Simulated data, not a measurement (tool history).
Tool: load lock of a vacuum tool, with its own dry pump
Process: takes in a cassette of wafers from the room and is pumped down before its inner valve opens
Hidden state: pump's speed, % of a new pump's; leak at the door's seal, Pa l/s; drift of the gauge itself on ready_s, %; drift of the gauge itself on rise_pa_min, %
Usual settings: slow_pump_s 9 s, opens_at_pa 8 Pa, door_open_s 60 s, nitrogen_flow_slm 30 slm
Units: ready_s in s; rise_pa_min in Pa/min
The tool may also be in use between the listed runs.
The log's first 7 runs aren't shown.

run,hour,slow_pump_s,opens_at_pa,door_open_s,nitrogen_flow_slm,hours that the pump has run since its overhaul,times that the door has closed on its seal,"incoming humidity of the room's air, %",ready_s,rise_pa_min
8,3193.6,9,14,60,30,8853,1862,44.3,17.45,0.030
9,3712.2,9,14,60,30,9371,2882,44.4,17.47,0.038
10,4110.1,9,14,60,30,9769,3665,40.9,17.53,0.038
11,4494.0,9,14,60,30,10153,4421,45.7,17.59,0.049
12,5060.6,9,14,60,30,10720,5536,42.8,17.50,0.043
13,5426.2,9,14,60,30,11085,6255,47.8,17.60,0.051
14,5698.9,9,8,60,30,11358,6792,43.6,18.44,0.051
15,6101.5,9,8,60,30,11761,7584,45.0,18.34,0.056
16,6380.4,5,8,60,30,12040,8133,43.8,15.62,0.059
17,6835.0,9,8,60,30,12494,9028,43.5,18.56,0.060
18,7302.8,9,14,60,30,12962,9948,48.3,17.71,0.066
19,7652.5,16,14,60,30,13312,10637,45.3,22.44,0.074
20,8077.6,16,14,60,29,13737,11473,43.1,22.49,0.072

Run 21 comes next. What will it give?
21,8560.1,16,14,60,29,14219,12423,44.5,?,?

{"run 21": {"ready_s": 22.6, "rise_pa_min": 0.073}}
Without the tool's hidden state the same run would have given ready_s 22.02 s, rise_pa_min 0.027 Pa/min.

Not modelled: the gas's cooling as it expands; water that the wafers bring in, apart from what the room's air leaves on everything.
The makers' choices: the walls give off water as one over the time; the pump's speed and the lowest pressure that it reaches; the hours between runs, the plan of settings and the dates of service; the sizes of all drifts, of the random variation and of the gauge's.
